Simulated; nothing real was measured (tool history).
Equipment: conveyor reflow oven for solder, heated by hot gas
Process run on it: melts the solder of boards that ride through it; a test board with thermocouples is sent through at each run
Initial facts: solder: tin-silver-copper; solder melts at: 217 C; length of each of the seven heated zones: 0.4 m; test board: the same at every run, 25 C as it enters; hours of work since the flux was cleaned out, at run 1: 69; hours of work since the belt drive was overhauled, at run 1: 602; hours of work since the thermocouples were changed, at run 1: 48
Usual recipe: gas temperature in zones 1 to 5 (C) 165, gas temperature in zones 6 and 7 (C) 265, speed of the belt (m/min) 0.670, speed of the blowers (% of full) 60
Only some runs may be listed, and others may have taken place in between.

| run | hour | gas temperature in zones 1 to 5 (C) | gas temperature in zones 6 and 7 (C) | speed of the belt (m/min) | speed of the blowers (% of full) | hours of work since the flux was cleaned out | hours of work since the belt drive was overhauled | hours of work since the thermocouples were changed | highest temperature of the board (C) | time above the solder's melting point (s) |
|---|---|---|---|---|---|---|---|---|---|---|
| 1 | 0.0 | 165 | 265 | 0.670 | 60 | 69 | 602 | 48 | 240.0 | 38.4 |
| 2 | 28.1 | 165 | 265 | 0.670 | 60 | 85 | 618 | 64 | 240.1 | 38.8 |
| 3 | 60.8 | 165 | 273 | 0.670 | 60 | 104 | 636 | 83 | 246.4 | 44.1 |
| 4 | 82.7 | 165 | 273 | 0.670 | 60 | 117 | 649 | 95 | 245.6 | 43.9 |
| 5 | 112.4 | 156 | 265 | 0.670 | 60 | 134 | 666 | 112 | 237.2 | 33.3 |
| 6 | 127.8 | 156 | 265 | 0.670 | 60 | 142 | 674 | 121 | 237.6 | 32.7 |
| 7 | 149.3 | 165 | 265 | 0.670 | 59 | 155 | 687 | 133 | 239.3 | 37.7 |
| 8 | 177.6 | 165 | 265 | 0.670 | 59 | 171 | 703 | 150 | 238.6 | 38.0 |
| 9 | 194.3 | 165 | 265 | 0.670 | 59 | 180 | 712 | 159 | 238.9 | 37.5 |
| 10 | 216.8 | 165 | 265 | 0.670 | 59 | 193 | 725 | 172 | 238.8 | 37.6 |
| 11 | 245.9 | 165 | 265 | 0.670 | 59 | 210 | 742 | 189 | 238.9 | 37.5 |
| 12 | 274.7 | 165 | 265 | 0.694 | 59 | 226 | 758 | 205 | 236.9 | 34.1 |
| 13 | 296.9 | 165 | 265 | 0.694 | 66 | 239 | 771 | 218 | 239.3 | 36.3 |
| 14 | 322.2 | 165 | 265 | 0.694 | 66 | 253 | 785 | 232 | 238.9 | 34.9 |
| 15 | 354.3 | 165 | 265 | 0.694 | 66 | 272 | 804 | 250 | 238.5 | 35.7 |
| 16 | 385.4 | 165 | 265 | 0.670 | 60 | 289 | 821 | 268 | 238.5 | 36.7 |
| 17 | 415.3 | 165 | 279 | 0.670 | 60 | 306 | 838 | 285 | 249.6 | 46.4 |
| 18 | 432.6 | 165 | 279 | 0.670 | 60 | 316 | 848 | 295 | 249.5 | 46.7 |
| 19 | 461.9 | 173 | 265 | 0.587 | 52 | 333 | 865 | 312 | 243.3 | 51.4 |
| 20 | 488.1 | 176 | 260 | 0.670 | 60 | 348 | 880 | 327 | 237.0 | 38.4 |
| 21 | 509.3 | 165 | 265 | 0.670 | 82 | 360 | 892 | 339 | 242.3 | 42.4 |
| 22 | 529.7 | 160 | 259 | 0.619 | 50 | 372 | 904 | 350 | 232.8 | 30.8 |
| 23 | 550.5 | 166 | 259 | 0.619 | 72 | 384 | 916 | 362 | 239.1 | 41.5 |
| 24 | 576.2 | 166 | 259 | 0.619 | 72 | 398 | 930 | 377 | 238.5 | 41.7 |
|  | 606.2 | belt drive overhauled, speed set with a stopwatch |
| 25 | 612.0 | 160 | 258 | 0.670 | 60 | 416 | 3 | 395 | 230.1 | 24.6 |
| 26 | 634.6 | 160 | 268 | 0.790 | 60 | 429 | 16 | 408 | 229.3 | 18.7 |
| 27 | 651.9 | 165 | 274 | 0.751 | 84 | 439 | 26 | 418 | 243.6 | 36.7 |
| 28 | 678.4 | 165 | 274 | 0.751 | 84 | 454 | 41 | 433 | 243.6 | 35.5 |
| 29 | 703.6 | 165 | 274 | 0.622 | 56 | 469 | 56 | 447 | 245.9 | 47.0 |
| 30 | 721.1 | 164 | 265 | 0.616 | 60 | 479 | 66 | 457 | 239.6 | 41.4 |
|  | 730.6 | flux residue cleaned out of gas plates and filters |
| 31 | 745.4 | 164 | 265 | 0.616 | 60 | 8 | 77 | 468 | 244.2 | 46.2 |
| 32 | 770.6 | 151 | 265 | 0.670 | 68 | 23 | 91 | 483 | 239.3 | 34.4 |

Predict each of these 3 candidate next runs independently; none follows another, all start after run 32:
| A | 786.2 | 165 | 265 | 0.560 | 60 | 32 | 100 | 492 | ? | ? |
| B | 786.2 | 151 | 254 | 0.670 | 68 | 32 | 100 | 492 | ? | ? |
| C | 786.2 | 161 | 261 | 0.571 | 60 | 32 | 100 | 492 | ? | ? |

| run | highest temperature of the board (C) | time above the solder's melting point (s) |
|---|---|---|
| A | 247.3 | 56.1 |
| B | 230.5 | 24.1 |
| C | 242.7 | 48.4 |
Take away the tool's hidden state, keep each run's random variation, and the runs would have read:
| run | highest temperature of the board (C) | time above the solder's melting point (s) |
|---|---|---|
| A | 247.0 | 55.9 |
| B | 230.3 | 24.0 |
| C | 242.4 | 48.3 |
